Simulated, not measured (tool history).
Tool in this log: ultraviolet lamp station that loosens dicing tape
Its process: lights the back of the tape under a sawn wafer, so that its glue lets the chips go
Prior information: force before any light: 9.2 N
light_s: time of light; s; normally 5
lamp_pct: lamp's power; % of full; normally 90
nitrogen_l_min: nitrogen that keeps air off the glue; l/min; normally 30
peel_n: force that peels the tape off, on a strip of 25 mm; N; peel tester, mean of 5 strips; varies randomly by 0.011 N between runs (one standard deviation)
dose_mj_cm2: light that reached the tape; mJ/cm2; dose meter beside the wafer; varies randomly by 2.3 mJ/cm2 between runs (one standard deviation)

| run | day | light_s | lamp_pct | nitrogen_l_min | peel_n | dose_mj_cm2 |
|---|---|---|---|---|---|---|
| 1 | 0.000 | 5 | 90 | 30 | 0.630 | 200 |
| 2 | 0.533 | 5 | 90 | 30 | 0.631 | 199 |
| 3 | 1.188 | 5 | 90 | 30 | 0.649 | 196 |
| 4 | 1.788 | 5 | 90 | 10 | 1.099 | 198 |
| 5 | 2.575 | 6 | 90 | 30 | 0.461 | 235 |
| 6 | 3.146 | 5 | 90 | 30 | 0.656 | 191 |
| 7 | 3.929 | 5 | 90 | 55 | 0.574 | 192 |
| 8 | 4.583 | 5 | 90 | 55 | 0.556 | 190 |
| 9 | 4.933 | 5 | 68 | 55 | 0.997 | 139 |
| 10 | 5.625 | 5 | 68 | 55 | 1.040 | 144 |
| 11 | 6.175 | 5 | 94 | 18 | 0.839 | 195 |
| 12 | 7.029 | 4 | 90 | 30 | 1.143 | 148 |
| 13 | 7.829 | 4 | 90 | 30 | 1.158 | 147 |
| 14 | 8.662 | 4 | 90 | 30 | 1.136 | 145 |
| 15 | 9.167 | 2 | 72 | 30 | 3.965 | 57 |

Below are 4 alternative next runs, each starting from the tool's condition after run 15. Predict each:
| A | 9.821 | 7 | 72 | 41 | ? | ? |
| B | 9.821 | 5 | 90 | 15 | ? | ? |
| C | 9.821 | 5 | 90 | 30 | ? | ? |
| D | 9.821 | 3 | 65 | 18 | ? | ? |

| run | peel_n | dose_mj_cm2 |
|---|---|---|
| A | 0.536 | 203 |
| B | 1.045 | 181 |
| C | 0.756 | 182 |
| D | 3.436 | 76 |
With no hidden state in the tool, these same runs would have given:
| run | peel_n | dose_mj_cm2 |
|---|---|---|
| A | 0.343 | 255 |
| B | 0.662 | 227 |
| C | 0.471 | 228 |
| D | 2.666 | 97 |
